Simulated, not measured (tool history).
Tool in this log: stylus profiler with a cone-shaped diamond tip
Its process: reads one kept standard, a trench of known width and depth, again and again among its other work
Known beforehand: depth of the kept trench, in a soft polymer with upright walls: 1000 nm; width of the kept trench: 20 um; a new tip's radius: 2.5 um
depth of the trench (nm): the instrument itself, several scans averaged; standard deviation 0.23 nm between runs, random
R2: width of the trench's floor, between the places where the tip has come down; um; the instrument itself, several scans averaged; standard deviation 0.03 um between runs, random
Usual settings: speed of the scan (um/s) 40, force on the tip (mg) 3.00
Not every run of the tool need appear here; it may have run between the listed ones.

Run 1, hour 0.0: usual settings. Result: depth of the trench (nm) 1019.22, R2 15.83 um.
Run 2, hour 18.8: usual settings but speed of the scan (um/s) 61. Result: depth of the trench (nm) 1019.35, R2 15.77 um.
Run 3, hour 33.1: usual settings but speed of the scan (um/s) 61. Result: depth of the trench (nm) 1019.25, R2 15.76 um.
Run 4, hour 59.4: usual settings. Result: depth of the trench (nm) 1019.37, R2 15.88 um.
Run 5, hour 80.8: usual settings but speed of the scan (um/s) 13. Result: depth of the trench (nm) 1019.75, R2 15.89 um.
Run 6, hour 110.2: usual settings but speed of the scan (um/s) 13. Result: depth of the trench (nm) 1019.66, R2 15.92 um.
Run 7, hour 123.4: usual settings but speed of the scan (um/s) 57. Result: depth of the trench (nm) 1019.21, R2 15.77 um.
Run 8, hour 144.6: usual settings but speed of the scan (um/s) 57. Result: depth of the trench (nm) 1019.41, R2 15.79 um.
Run 9, hour 173.3: usual settings but speed of the scan (um/s) 47. Result: depth of the trench (nm) 1019.12, R2 15.80 um.
Run 10, hour 188.6: usual settings but speed of the scan (um/s) 47. Result: depth of the trench (nm) 1019.45, R2 15.86 um.
Run 11, hour 205.1: usual settings but speed of the scan (um/s) 47. Result: depth of the trench (nm) 1019.18, R2 15.89 um.
Run 12, hour 220.5: usual settings. Result: depth of the trench (nm) 1019.37, R2 15.83 um.
Run 13, hour 242.9: usual settings. Result: depth of the trench (nm) 1019.23, R2 15.84 um.
Run 14, hour 263.2: usual settings. Result: depth of the trench (nm) 1019.40, R2 15.84 um.
Run 15, hour 277.0: usual settings but force on the tip (mg) 5.61. Result: depth of the trench (nm) 1029.37, R2 15.87 um.
Run 16, hour 295.8: usual settings. Result: depth of the trench (nm) 1019.40, R2 15.88 um.
Run 17, hour 316.2: usual settings. Result: depth of the trench (nm) 1018.89, R2 15.81 um.
Run 18, hour 329.7: usual settings. Result: depth of the trench (nm) 1019.03, R2 15.83 um.
Run 19, hour 358.2: usual settings. Result: depth of the trench (nm) 1019.30, R2 15.84 um.
Run 20, hour 390.8: usual settings. Result: depth of the trench (nm) 1019.21, R2 15.90 um.
Run 21, hour 410.7: usual settings. Result: depth of the trench (nm) 1019.31, R2 15.82 um.
Run 22, hour 428.8: usual settings. Result: depth of the trench (nm) 1018.91, R2 15.84 um.
Run 23, hour 444.2: usual settings but speed of the scan (um/s) 12. Result: depth of the trench (nm) 1019.57, R2 15.98 um.
Run 24, hour 474.6: usual settings but speed of the scan (um/s) 25, force on the tip (mg) 2.65. Result: depth of the trench (nm) 1017.83, R2 15.95 um.
Run 25, hour 488.1: usual settings but force on the tip (mg) 1.58. Result: depth of the trench (nm) 1012.37, R2 15.81 um.
Run 26, hour 511.3: usual settings but speed of the scan (um/s) 144, force on the tip (mg) 3.70. Result: depth of the trench (nm) 1021.99, R2 15.53 um.
Run 27, hour 538.3: usual settings but speed of the scan (um/s) 24, force on the tip (mg) 2.93. Result: depth of the trench (nm) 1019.31, R2 15.91 um.
Run 28, hour 554.7: usual settings but speed of the scan (um/s) 24, force on the tip (mg) 2.93. Result: depth of the trench (nm) 1019.06, R2 15.96 um.
Run 29, hour 568.3: usual settings but speed of the scan (um/s) 24, force on the tip (mg) 2.93. Result: depth of the trench (nm) 1019.05, R2 15.90 um.
Run 30, hour 595.8: usual settings but speed of the scan (um/s) 45, force on the tip (mg) 1.01. Result: depth of the trench (nm) 1009.38, R2 15.70 um.
Run 31, hour 623.1: usual settings but speed of the scan (um/s) 45, force on the tip (mg) 1.01. Result: depth of the trench (nm) 1009.22, R2 15.72 um.
Run 32, hour 642.6: usual settings but speed of the scan (um/s) 36, force on the tip (mg) 4.54. Result: depth of the trench (nm) 1025.46, R2 15.92 um.
Run 33, hour 662.0: usual settings but speed of the scan (um/s) 12, force on the tip (mg) 7.54. Result: depth of the trench (nm) 1036.10, R2 15.88 um.
Run 34, hour 691.5: usual settings but speed of the scan (um/s) 12, force on the tip (mg) 7.54. Result: depth of the trench (nm) 1035.82, R2 15.98 um.
Run 35, hour 713.7: usual settings but speed of the scan (um/s) 12, force on the tip (mg) 7.54. Result: depth of the trench (nm) 1036.02, R2 15.97 um.
At hour 720.6: height scale calibrated on a step standard.
Run 36, hour 742.6: usual settings but speed of the scan (um/s) 23, force on the tip (mg) 2.64. Result: depth of the trench (nm) 1017.57, R2 15.90 um.
Run 37, hour 769.6: usual settings but speed of the scan (um/s) 131, force on the tip (mg) 2.16. Result: depth of the trench (nm) 1015.95, R2 15.45 um.
Run 38, hour 797.1: usual settings but speed of the scan (um/s) 14, force on the tip (mg) 3.03. Result: depth of the trench (nm) 1019.45, R2 15.96 um.
Run 39, hour 826.8: usual settings but speed of the scan (um/s) 14, force on the tip (mg) 3.03. Result: depth of the trench (nm) 1019.33, R2 15.96 um.
Run 40, hour 851.6: usual settings but speed of the scan (um/s) 14, force on the tip (mg) 3.03. Result: depth of the trench (nm) 1019.40, R2 15.97 um.
Run 41, hour 879.8: usual settings but speed of the scan (um/s) 14, force on the tip (mg) 3.03. Result: depth of the trench (nm) 1019.47, R2 15.95 um.
Run 42, hour 905.5: usual settings but speed of the scan (um/s) 14, force on the tip (mg) 3.03. Result: depth of the trench (nm) 1019.54, R2 15.91 um.

3 options for the next run, each taken on its own from the tool as it stands now. Forecast them:
Run A, hour 931.4: usual settings but force on the tip (mg) 6.22. Result: depth of the trench (nm) ?, R2 ?.
Run B, hour 931.4: usual settings but force on the tip (mg) 1.35. Result: depth of the trench (nm) ?, R2 ?.
Run C, hour 931.4: usual settings but speed of the scan (um/s) 75, force on the tip (mg) 4.27. Result: depth of the trench (nm) ?, R2 ?.

run  depth of the trench (nm)     R2
  A                   1031.49  15.83
  B                   1011.17  15.79
  C                   1024.48  15.83
What these runs would have given with no unlogged condition in the tool:
run  depth of the trench (nm)     R2
  A                   1031.49  15.84
  B                   1011.17  15.80
  C                   1024.48  15.84

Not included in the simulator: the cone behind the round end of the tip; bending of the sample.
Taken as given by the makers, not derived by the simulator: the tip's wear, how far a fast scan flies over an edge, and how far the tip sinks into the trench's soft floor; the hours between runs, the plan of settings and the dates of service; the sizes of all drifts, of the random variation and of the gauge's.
